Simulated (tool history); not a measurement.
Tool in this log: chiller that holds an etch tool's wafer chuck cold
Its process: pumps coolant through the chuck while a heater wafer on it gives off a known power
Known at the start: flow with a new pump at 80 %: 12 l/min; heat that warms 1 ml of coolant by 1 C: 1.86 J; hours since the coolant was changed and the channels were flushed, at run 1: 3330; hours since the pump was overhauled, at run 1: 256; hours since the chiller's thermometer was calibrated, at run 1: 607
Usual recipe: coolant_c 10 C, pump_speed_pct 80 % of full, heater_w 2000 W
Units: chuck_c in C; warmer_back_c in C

run,hour,coolant_c,pump_speed_pct,heater_w,hours since the coolant was changed and the channels were flushed,hours since the pump was overhauled,hours since the chiller's thermometer was calibrated,chuck_c,warmer_back_c
1,0.0,10,80,2000,3330,256,607,29.0,5.32
2,44.4,10,80,1793,3374,300,651,27.0,4.81
3,76.6,10,80,2000,3406,332,684,29.1,5.42
4,118.0,10,80,2000,3448,374,725,29.0,5.44
5,162.5,10,80,2000,3492,418,769,29.3,5.40
6,196.1,10,80,2000,3526,452,803,29.1,5.43
# hour 217.6: coolant changed, channels flushed
7,225.9,10,80,2000,8,476,827,26.5,5.37
8,247.4,10,80,2000,30,497,848,26.4,5.38
9,287.6,10,80,2000,70,537,889,26.3,5.42
10,325.6,1,80,2000,108,575,927,17.3,5.41
11,369.7,1,80,2000,152,620,971,17.2,5.46
12,407.0,1,80,2000,189,657,1008,17.7,5.37
13,432.5,10,80,1673,215,682,1033,23.8,4.58
14,451.0,11,63,1558,233,701,1052,26.0,5.38
15,488.9,3,80,1781,271,739,1090,17.7,4.81
16,513.9,3,78,2891,296,764,1115,27.2,8.08
17,553.2,18,87,1030,336,803,1154,26.1,2.59
18,585.0,18,87,1030,367,835,1186,26.2,2.51
19,627.3,1,63,2000,410,877,1228,20.5,6.94
20,649.0,1,63,2000,431,899,1250,20.5,6.93
21,681.7,2,77,1228,464,932,1283,12.6,3.53
22,716.5,9,80,2000,499,966,1317,25.9,5.52

Estimate the outcome of run 23 from the log above:
23,753.7,9,80,2000,536,1004,1355,?,?

{"run 23": {"chuck_c": 25.8, "warmer_back_c": 5.52}}
With no hidden state in the tool, this same run would have given chuck_c 24.9 C, warmer_back_c 5.41 C.
